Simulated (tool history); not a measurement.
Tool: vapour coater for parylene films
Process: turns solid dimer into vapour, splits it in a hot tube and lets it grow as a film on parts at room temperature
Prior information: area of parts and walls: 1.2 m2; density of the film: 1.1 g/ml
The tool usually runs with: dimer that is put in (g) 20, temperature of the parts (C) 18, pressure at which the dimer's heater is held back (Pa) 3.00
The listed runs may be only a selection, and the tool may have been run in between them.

| run | day | dimer that is put in (g) | temperature of the parts (C) | pressure at which the dimer's heater is held back (Pa) | thickness of the film (nm) |
|---|---|---|---|---|---|
| 1 | 0.000 | 20 | 18 | 3.00 | 8430 |
| 2 | 1.708 | 20 | 18 | 3.00 | 8450 |
| 3 | 2.554 | 20 | 18 | 10.22 | 7670 |
| 4 | 4.433 | 20 | 18 | 3.93 | 8310 |
| 5 | 5.671 | 20 | 18 | 7.53 | 7960 |
| 6 | 6.888 | 13 | 18 | 3.00 | 5480 |
| 7 | 8.554 | 13 | 18 | 3.00 | 5540 |
| 8 | 10.571 | 13 | 18 | 2.82 | 5530 |
| 9 | 12.054 | 13 | 17 | 10.89 | 5230 |
| 10 | 13.892 | 13 | 17 | 10.89 | 5230 |
| 11 | 14.912 | 13 | 17 | 10.89 | 5220 |
| 12 | 16.362 | 13 | 17 | 10.89 | 5220 |
|  | 16.804 | trap's valve overhauled |
| 13 | 17.825 | 15 | 28 | 3.00 | 4030 |

5 ways to go on from here, each from the tool as it stands after run 13. What would each give?
| A | 18.729 | 26 | 15 | 11.08 | ? |
| B | 18.729 | 13 | 20 | 7.78 | ? |
| C | 18.729 | 19 | 18 | 3.00 | ? |
| D | 18.729 | 25 | 11 | 6.54 | ? |
| E | 18.729 | 24 | 13 | 2.04 | ? |

| run | thickness of the film (nm) |
|---|---|
| A | 11450 |
| B | 4690 |
| C | 8080 |
| D | 14080 |
| E | 13190 |
Without the tool's unlogged condition, the same runs would have read:
| run | thickness of the film (nm) |
|---|---|
| A | 11360 |
| B | 4650 |
| C | 8020 |
| D | 13960 |
| E | 13080 |
